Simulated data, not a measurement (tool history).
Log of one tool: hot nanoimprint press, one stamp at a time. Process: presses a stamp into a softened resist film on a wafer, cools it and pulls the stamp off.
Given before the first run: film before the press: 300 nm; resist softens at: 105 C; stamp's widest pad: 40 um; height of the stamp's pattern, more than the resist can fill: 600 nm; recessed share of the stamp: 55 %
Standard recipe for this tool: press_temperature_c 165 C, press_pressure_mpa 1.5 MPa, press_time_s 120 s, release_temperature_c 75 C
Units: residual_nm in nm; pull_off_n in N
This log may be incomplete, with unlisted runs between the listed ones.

run,hour,press_temperature_c,press_pressure_mpa,press_time_s,release_temperature_c,residual_nm,pull_off_n
1,0,165,1.5,120,75,121.3,95
2,17.4,165,1.5,120,75,121.6,96
3,40.3,165,1.5,120,75,121.3,96
4,58.1,165,1.5,69,75,146.4,95
5,93.5,165,1.5,120,75,121,96
# hour 118: stamp cleaned and given a new release coat
6,134.5,165,1.84,120,75,107.7,94
7,174.9,165,1.84,72,75,128.9,95
8,200.9,165,1.51,120,75,120.3,96
9,218.8,165,1.3,120,75,130.4,94
10,255.8,165,1.3,120,75,130.2,97
# hour 266.6: plate thermocouple calibrated
11,278.2,165,1.3,120,75,130.1,95
12,311.6,165,1.3,120,75,129.9,94
13,334.6,165,1.3,120,75,129.9,98
# hour 364.7: stamp cleaned and given a new release coat
14,370.6,165,1.3,120,75,129.6,96
15,402.7,165,1.3,120,75,129.4,95
# hour 410.6: gauge calibrated
16,431.1,154,1.78,120,75,179.1,96
17,462.2,154,1.78,120,75,179,96
18,481.1,154,1.48,120,60,193.7,108
19,506.1,165,1.5,120,62,121,107
20,541.8,165,2.34,120,75,94,97
21,574.1,165,2.34,120,82,93.7,89
22,592.1,165,2.34,120,82,93.6,92
# hour 609.9: stamp cleaned and given a new release coat
23,623.5,165,2.34,120,82,93.3,90
24,646.1,165,1.4,227,75,99.6,98
25,683.5,169,1.9,81,75,102.2,97
# hour 709.2: plate thermocouple calibrated
26,720.7,172,1.82,61,75,103.1,96
27,756,172,1.82,61,75,102.8,96
28,776.2,164,1.46,115,72,128.5,99
29,800.4,153,1.03,151,68,215.2,101

Predict each of these 3 candidate next runs independently; none follows another, all start after run 29:
A,818.9,165,1.29,152,62,?,?
B,818.9,153,1.24,151,77,?,?
C,818.9,161,1.03,217,68,?,?

run,residual_nm,pull_off_n
A,119.8,107
B,201.1,95
C,141.9,102
Had the tool no hidden state, the same runs would have come out as:
run,residual_nm,pull_off_n
A,121.8,106
B,204.4,95
C,144.3,102
